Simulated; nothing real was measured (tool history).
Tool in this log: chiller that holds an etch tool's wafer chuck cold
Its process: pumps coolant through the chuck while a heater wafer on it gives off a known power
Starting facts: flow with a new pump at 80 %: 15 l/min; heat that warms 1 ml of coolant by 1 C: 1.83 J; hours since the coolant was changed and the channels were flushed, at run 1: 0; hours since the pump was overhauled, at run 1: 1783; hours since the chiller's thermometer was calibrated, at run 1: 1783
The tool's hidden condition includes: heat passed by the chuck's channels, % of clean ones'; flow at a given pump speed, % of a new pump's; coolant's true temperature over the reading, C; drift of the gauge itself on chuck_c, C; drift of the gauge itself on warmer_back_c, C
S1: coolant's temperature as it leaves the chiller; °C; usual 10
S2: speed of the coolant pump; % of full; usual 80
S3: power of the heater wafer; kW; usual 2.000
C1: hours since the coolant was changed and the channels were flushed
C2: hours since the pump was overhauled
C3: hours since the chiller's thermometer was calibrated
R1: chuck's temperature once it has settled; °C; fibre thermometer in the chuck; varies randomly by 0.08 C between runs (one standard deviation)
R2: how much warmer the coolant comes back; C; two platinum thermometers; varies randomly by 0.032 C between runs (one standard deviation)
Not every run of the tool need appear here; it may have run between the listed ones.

run 1 hour=0.0 | S1=10 S2=80 S3=2.000 | C1=0 C2=1783 C3=1783 | R1=24.72 R2=4.49
run 2 hour=77.6 | S1=10 S2=80 S3=2.000 | C1=78 C2=1860 C3=1860 | R1=24.56 R2=4.54
run 3 hour=178.1 | S1=6 S2=80 S3=2.000 | C1=178 C2=1961 C3=1961 | R1=20.59 R2=4.53
run 4 hour=261.3 | S1=6 S2=80 S3=2.000 | C1=261 C2=2044 C3=2044 | R1=20.63 R2=4.54
run 5 hour=332.4 | S1=10 S2=80 S3=1.511 | C1=332 C2=2115 C3=2115 | R1=20.97 R2=3.40
run 6 hour=402.2 | S1=10 S2=80 S3=1.511 | C1=402 C2=2185 C3=2185 | R1=21.09 R2=3.39
run 7 hour=473.9 | S1=10 S2=80 S3=1.511 | C1=474 C2=2257 C3=2257 | R1=20.99 R2=3.45
run 8 hour=566.6 | S1=16 S2=80 S3=1.511 | C1=567 C2=2349 C3=2349 | R1=26.97 R2=3.48
run 9 hour=649.5 | S1=16 S2=80 S3=1.511 | C1=650 C2=2432 C3=2432 | R1=27.05 R2=3.47
run 10 hour=748.1 | S1=16 S2=80 S3=1.511 | C1=748 C2=2531 C3=2531 | R1=27.17 R2=3.42
run 11 hour=825.0 | S1=10 S2=80 S3=2.000 | C1=825 C2=2608 C3=2608 | R1=24.77 R2=4.66
run 12 hour=886.8 | S1=15 S2=89 S3=1.603 | C1=887 C2=2670 C3=2670 | R1=26.23 R2=3.31
run 13 hour=986.4 | S1=18 S2=61 S3=1.295 | C1=986 C2=2769 C3=2769 | R1=29.24 R2=3.93
run 14 hour=1047.6 | S1=16 S2=61 S3=2.143 | C1=1048 C2=2830 C3=2830 | R1=34.47 R2=6.42
run 15 hour=1104.1 | S1=16 S2=61 S3=2.143 | C1=1104 C2=2887 C3=2887 | R1=34.72 R2=6.46
run 16 hour=1162.4 | S1=16 S2=61 S3=2.143 | C1=1162 C2=2945 C3=2945 | R1=34.55 R2=6.45
run 17 hour=1294.3 | S1=10 S2=80 S3=2.257 | C1=1294 C2=3077 C3=3077 | R1=26.97 R2=5.24
run 18 hour=1360.5 | S1=10 S2=66 S3=2.257 | C1=1361 C2=3143 C3=3143 | R1=28.86 R2=6.31
run 19 hour=1429.0 | S1=2 S2=63 S3=2.257 | C1=1429 C2=3212 C3=3212 | R1=21.35 R2=6.64
run 20 hour=1511.3 | S1=2 S2=74 S3=2.257 | C1=1511 C2=3294 C3=3294 | R1=19.76 R2=5.72
run 21 hour=1609.3 | S1=16 S2=100 S3=2.000 | C1=1609 C2=3392 C3=3392 | R1=29.32 R2=3.78

Forecast each of these 5 alternatives for the next run:
run A hour=1688.4 | S1=15 S2=100 S3=1.764 | C1=1688 C2=3471 C3=3471 | R1=? R2=?
run B hour=1688.4 | S1=18 S2=80 S3=2.254 | C1=1688 C2=3471 C3=3471 | R1=? R2=?
run C hour=1688.4 | S1=20 S2=61 S3=2.808 | C1=1688 C2=3471 C3=3471 | R1=? R2=?
run D hour=1688.4 | S1=17 S2=100 S3=2.000 | C1=1688 C2=3471 C3=3471 | R1=? R2=?
run E hour=1688.4 | S1=16 S2=65 S3=2.000 | C1=1688 C2=3471 C3=3471 | R1=? R2=?

run=A R1=26.74 R2=3.33
run=B R1=34.95 R2=5.30
run=C R1=44.83 R2=8.58
run=D R1=30.38 R2=3.71
run=E R1=32.86 R2=5.65
Had the tool no hidden state, the same runs would have come out as:
run=A R1=26.23 R2=3.11
run=B R1=34.07 R2=4.94
run=C R1=43.41 R2=8.01
run=D R1=29.76 R2=3.46
run=E R1=31.98 R2=5.27
